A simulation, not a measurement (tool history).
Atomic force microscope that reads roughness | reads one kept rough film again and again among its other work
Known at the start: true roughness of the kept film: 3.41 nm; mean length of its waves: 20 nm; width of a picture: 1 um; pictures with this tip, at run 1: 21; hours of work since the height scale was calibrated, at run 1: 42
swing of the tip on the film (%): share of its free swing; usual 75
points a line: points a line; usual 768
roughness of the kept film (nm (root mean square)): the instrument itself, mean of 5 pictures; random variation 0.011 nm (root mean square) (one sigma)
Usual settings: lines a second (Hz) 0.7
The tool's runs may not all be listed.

run   hour  lines a second (Hz)  swing of the tip on the film (%)  points a line  pictures with this tip  hours of work since the height scale was calibrated  roughness of the kept film (nm (root mean square))
  1      0                  0.7                                75            768                      21                                                   42                                               2.652
  2    5.1                  0.7                                75            768                      27                                                   45                                               2.643
  3   10.4                  0.7                                75            984                      32                                                   48                                               2.664
  4   16.9                2.739                                75            768                      39                                                   51                                               2.405
  5   22.2                2.739                                75            768                      45                                                   54                                               2.396
  6   29.1                0.827                                75            768                      52                                                   57                                               2.624
  7   37.3                0.827                                76            768                      61                                                   61                                               2.618
  8   43.4                0.827                                76            768                      67                                                   64                                               2.613
  9   53.8                  0.7                                75            553                      78                                                   70                                               2.624
 10   59.6                  0.7                                80            553                      84                                                   72                                                 2.6
 11   71.9                0.845                                75            928                      98                                                   79                                                2.62
 12   81.7                1.477                                75            768                     108                                                   84                                               2.553
 13   87.9                  0.7                                85            924                     115                                                   87                                               2.595
 14   95.8                1.784                                89            463                     123                                                   91                                               2.293
 15  101.4                1.784                                89            463                     129                                                   94                                               2.284
 16  108.4                1.784                                89            260                     136                                                   97                                               2.249
 17  117.7                3.672                                63            264                     146                                                  102                                               2.408

5 ways to go on from here, each from the tool as it stands after run 17. What would each give?
  A  123.2                  0.7                                82            768                     152                                                  105                                                   ?
  B  123.2                  0.7                                65            768                     152                                                  105                                                   ?
  C  123.2                0.972                                63            469                     152                                                  105                                                   ?
  D  123.2                0.652                                75            768                     152                                                  105                                                   ?
  E  123.2                0.546                                63            264                     152                                                  105                                                   ?

run  roughness of the kept film (nm (root mean square))
  A                                               2.595
  B                                               2.688
  C                                               2.662
  D                                               2.644
  E                                               2.623
Without the tool's hidden state the same runs would have given:
run  roughness of the kept film (nm (root mean square))
  A                                               2.606
  B                                                 2.7
  C                                               2.674
  D                                               2.656
  E                                               2.635
